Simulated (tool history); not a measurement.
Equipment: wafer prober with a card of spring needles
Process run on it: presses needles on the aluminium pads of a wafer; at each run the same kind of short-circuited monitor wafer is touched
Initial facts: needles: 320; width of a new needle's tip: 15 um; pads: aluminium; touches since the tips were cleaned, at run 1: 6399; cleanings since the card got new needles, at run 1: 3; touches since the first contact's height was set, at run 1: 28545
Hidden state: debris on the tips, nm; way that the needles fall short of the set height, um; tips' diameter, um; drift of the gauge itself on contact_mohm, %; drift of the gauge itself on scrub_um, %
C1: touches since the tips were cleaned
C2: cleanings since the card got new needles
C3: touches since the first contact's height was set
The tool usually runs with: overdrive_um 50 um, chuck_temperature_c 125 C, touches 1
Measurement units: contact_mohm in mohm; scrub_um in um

run 1 hour=0 | overdrive_um=50 chuck_temperature_c=125 touches=1 | C1=6399 C2=3 C3=28545 | contact_mohm=145 scrub_um=12.99
-- hour=3.3 tips cleaned on abrasive film
run 2 hour=10.9 | overdrive_um=50 chuck_temperature_c=125 touches=1 | C1=1992 C2=4 C3=31375 | contact_mohm=141 scrub_um=13.06
run 3 hour=20 | overdrive_um=50 chuck_temperature_c=125 touches=1 | C1=4371 C2=4 C3=33754 | contact_mohm=143 scrub_um=13.04
-- hour=31.3 tips cleaned on abrasive film
run 4 hour=31.6 | overdrive_um=50 chuck_temperature_c=125 touches=1 | C1=91 C2=5 C3=36770 | contact_mohm=141 scrub_um=13.06
run 5 hour=39.8 | overdrive_um=50 chuck_temperature_c=125 touches=1 | C1=2223 C2=5 C3=38902 | contact_mohm=141 scrub_um=13.1
run 6 hour=49.2 | overdrive_um=50 chuck_temperature_c=125 touches=1 | C1=4698 C2=5 C3=41377 | contact_mohm=139 scrub_um=13.07
-- hour=59.5 tips cleaned on abrasive film
run 7 hour=60.9 | overdrive_um=50 chuck_temperature_c=125 touches=1 | C1=375 C2=6 C3=44416 | contact_mohm=141 scrub_um=13.09
run 8 hour=70.1 | overdrive_um=50 chuck_temperature_c=125 touches=1 | C1=2781 C2=6 C3=46822 | contact_mohm=144 scrub_um=13.16
run 9 hour=76.3 | overdrive_um=50 chuck_temperature_c=125 touches=1 | C1=4390 C2=6 C3=48431 | contact_mohm=145 scrub_um=13.06
run 10 hour=82.1 | overdrive_um=50 chuck_temperature_c=125 touches=1 | C1=5906 C2=6 C3=49947 | contact_mohm=143 scrub_um=13.08
-- hour=87.2 tips cleaned on abrasive film
run 11 hour=89.6 | overdrive_um=50 chuck_temperature_c=65 touches=1 | C1=648 C2=7 C3=51907 | contact_mohm=130 scrub_um=13.04
run 12 hour=98.1 | overdrive_um=67 chuck_temperature_c=125 touches=1 | C1=2864 C2=7 C3=54123 | contact_mohm=138 scrub_um=17.5
run 13 hour=108.1 | overdrive_um=67 chuck_temperature_c=125 touches=1 | C1=5484 C2=7 C3=56743 | contact_mohm=137 scrub_um=17.59
run 14 hour=113.8 | overdrive_um=67 chuck_temperature_c=125 touches=1 | C1=6959 C2=7 C3=58218 | contact_mohm=137 scrub_um=17.49
-- hour=114.8 tips cleaned on abrasive film
run 15 hour=118.7 | overdrive_um=67 chuck_temperature_c=125 touches=1 | C1=1016 C2=8 C3=59488 | contact_mohm=137 scrub_um=17.62
run 16 hour=127.2 | overdrive_um=67 chuck_temperature_c=125 touches=1 | C1=3251 C2=8 C3=61723 | contact_mohm=137 scrub_um=17.45
run 17 hour=139 | overdrive_um=67 chuck_temperature_c=125 touches=1 | C1=6328 C2=8 C3=64800 | contact_mohm=138 scrub_um=17.43
-- hour=142.7 tips cleaned on abrasive film
run 18 hour=147.1 | overdrive_um=50 chuck_temperature_c=33 touches=1 | C1=1151 C2=9 C3=66903 | contact_mohm=127 scrub_um=13
run 19 hour=154 | overdrive_um=50 chuck_temperature_c=33 touches=1 | C1=2950 C2=9 C3=68702 | contact_mohm=127 scrub_um=13
run 20 hour=159.8 | overdrive_um=50 chuck_temperature_c=49 touches=1 | C1=4463 C2=9 C3=70215 | contact_mohm=131 scrub_um=13.05
run 21 hour=169.6 | overdrive_um=35 chuck_temperature_c=58 touches=2 | C1=7030 C2=9 C3=72782 | contact_mohm=140 scrub_um=9.17
-- hour=170.6 tips cleaned on abrasive film
run 22 hour=180.4 | overdrive_um=35 chuck_temperature_c=64 touches=1 | C1=2560 C2=10 C3=75580 | contact_mohm=144 scrub_um=9.1
run 23 hour=189.4 | overdrive_um=35 chuck_temperature_c=64 touches=1 | C1=4916 C2=10 C3=77936 | contact_mohm=144 scrub_um=9.12
-- hour=198.3 tips cleaned on abrasive film
run 24 hour=200.7 | overdrive_um=35 chuck_temperature_c=64 touches=1 | C1=641 C2=11 C3=80882 | contact_mohm=144 scrub_um=9.2
run 25 hour=209.4 | overdrive_um=35 chuck_temperature_c=26 touches=3 | C1=2916 C2=11 C3=83157 | contact_mohm=136 scrub_um=9.12
run 26 hour=215.6 | overdrive_um=67 chuck_temperature_c=125 touches=1 | C1=4540 C2=11 C3=84781 | contact_mohm=137 scrub_um=17.5
-- hour=225.9 tips cleaned on abrasive film
run 27 hour=226.3 | overdrive_um=70 chuck_temperature_c=55 touches=2 | C1=104 C2=12 C3=87533 | contact_mohm=125 scrub_um=18.27
run 28 hour=231.5 | overdrive_um=70 chuck_temperature_c=39 touches=2 | C1=1486 C2=12 C3=88915 | contact_mohm=123 scrub_um=18.26
run 29 hour=243.4 | overdrive_um=70 chuck_temperature_c=39 touches=2 | C1=4594 C2=12 C3=92023 | contact_mohm=121 scrub_um=18.3
run 30 hour=250 | overdrive_um=70 chuck_temperature_c=39 touches=2 | C1=6320 C2=12 C3=93749 | contact_mohm=121 scrub_um=18.28
-- hour=254.2 tips cleaned on abrasive film
run 31 hour=261 | overdrive_um=50 chuck_temperature_c=125 touches=3 | C1=1795 C2=13 C3=96611 | contact_mohm=144 scrub_um=13.03
run 32 hour=269.1 | overdrive_um=50 chuck_temperature_c=125 touches=3 | C1=3895 C2=13 C3=98711 | contact_mohm=143 scrub_um=13.17
run 33 hour=276.2 | overdrive_um=50 chuck_temperature_c=125 touches=3 | C1=5754 C2=13 C3=100570 | contact_mohm=144 scrub_um=13.13
-- hour=282 tips cleaned on abrasive film
run 34 hour=287.4 | overdrive_um=44 chuck_temperature_c=125 touches=1 | C1=1423 C2=14 C3=103490 | contact_mohm=147 scrub_um=11.48
run 35 hour=299.1 | overdrive_um=50 chuck_temperature_c=27 touches=1 | C1=4484 C2=14 C3=106551 | contact_mohm=126 scrub_um=13.06

Predict each of these 3 candidate next runs independently; none follows another, all start after run 35:
-- hour=310.1 tips cleaned on abrasive film
run A hour=310.1 | overdrive_um=50 chuck_temperature_c=27 touches=1 | C1=0 C2=15 C3=109408 | contact_mohm=? scrub_um=?
-- hour=310.1 tips cleaned on abrasive film
run B hour=310.1 | overdrive_um=54 chuck_temperature_c=27 touches=3 | C1=0 C2=15 C3=109408 | contact_mohm=? scrub_um=?
-- hour=310.1 tips cleaned on abrasive film
run C hour=310.1 | overdrive_um=50 chuck_temperature_c=96 touches=2 | C1=0 C2=15 C3=109408 | contact_mohm=? scrub_um=?

run=A contact_mohm=127 scrub_um=13.11
run=B contact_mohm=125 scrub_um=14.11
run=C contact_mohm=138 scrub_um=13.02
The same runs, with their run-to-run variation unchanged, on a tool lacking any hidden condition would have given:
run=A contact_mohm=127 scrub_um=13.11
run=B contact_mohm=125 scrub_um=14.11
run=C contact_mohm=138 scrub_um=13.03
